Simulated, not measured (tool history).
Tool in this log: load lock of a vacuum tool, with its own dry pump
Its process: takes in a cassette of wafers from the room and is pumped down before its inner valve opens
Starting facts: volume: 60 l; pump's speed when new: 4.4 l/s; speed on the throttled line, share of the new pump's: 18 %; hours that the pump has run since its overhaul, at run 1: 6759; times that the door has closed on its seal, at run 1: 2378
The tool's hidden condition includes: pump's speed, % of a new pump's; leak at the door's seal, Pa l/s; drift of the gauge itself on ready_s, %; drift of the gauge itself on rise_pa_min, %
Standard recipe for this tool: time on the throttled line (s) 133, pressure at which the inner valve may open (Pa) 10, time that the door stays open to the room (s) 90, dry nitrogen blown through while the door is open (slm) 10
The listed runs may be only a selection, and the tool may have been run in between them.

run	hour	time on the throttled line (s)	pressure at which the inner valve may open (Pa)	time that the door stays open to the room (s)	dry nitrogen blown through while the door is open (slm)	hours that the pump has run since its overhaul	times that the door has closed on its seal	incoming humidity of the room's air, %	time from the closed door until the inner valve may open (s)	rise of the pressure with all valves shut (Pa/min)
1	0.0	133	10	90	10	6759	2378	43.8	255.4	0.069
2	64.6	133	10	90	10	6824	2474	44.4	252.2	0.068
3	121.6	133	10	90	7	6881	2558	44.4	253.2	0.073
4	198.5	133	10	90	7	6958	2672	47.3	253.1	0.077
5	245.8	133	10	90	7	7005	2742	45.0	254.9	0.069
6	321.1	133	10	90	12	7081	2853	42.7	254.3	0.062
7	375.6	133	10	90	26	7135	2934	43.8	251.4	0.053
8	450.1	133	10	90	10	7209	3044	45.5	254.3	0.070
9	531.3	171	10	90	10	7291	3164	42.6	282.2	0.068
10	616.1	141	10	90	10	7376	3289	45.8	260.8	0.075
11	665.3	141	10	90	10	7425	3362	44.7	261.6	0.071
12	746.7	141	10	90	10	7506	3482	44.4	260.1	0.074
13	838.0	141	10	90	10	7597	3617	43.5	262.4	0.070
14	889.8	141	10	90	10	7649	3693	40.0	263.4	0.065
15	940.4	107	10	90	28	7700	3768	42.0	233.8	0.050
16	1016.8	132	9	27	13	7776	3881	46.2	257.4	0.037
17	1105.6	132	9	27	13	7865	4012	48.3	257.1	0.032
18	1196.8	133	10	78	10	7956	4147	43.9	256.4	0.067
19	1249.6	88	17	78	10	8009	4225	46.1	211.4	0.066
20	1326.2	88	17	78	10	8086	4339	49.3	213.5	0.072
21	1389.0	88	17	194	8	8148	4431	44.7	213.3	0.116
22	1456.1	88	17	194	8	8215	4530	49.3	214.3	0.131
23	1493.9	88	17	194	8	8253	4586	44.1	212.9	0.122
24	1535.5	199	10	57	10	8295	4648	43.6	309.6	0.054
25	1618.0	160	15	44	10	8377	4770	44.8	272.6	0.050

Forecast each of these 3 alternatives for the next run:
A	1665.4	80	10	103	15	8425	4840	42.5	?	?
B	1665.4	133	8	68	32	8425	4840	44.4	?	?
C	1665.4	160	15	49	10	8425	4840	48.9	?	?

run	time from the closed door until the inner valve may open (s)	rise of the pressure with all valves shut (Pa/min)
A	217.7	0.072
B	261.9	0.049
C	271.7	0.052
With no hidden state in the tool, these same runs would have given:
run	time from the closed door until the inner valve may open (s)	rise of the pressure with all valves shut (Pa/min)
A	194.1	0.062
B	239.4	0.038
C	252.2	0.041
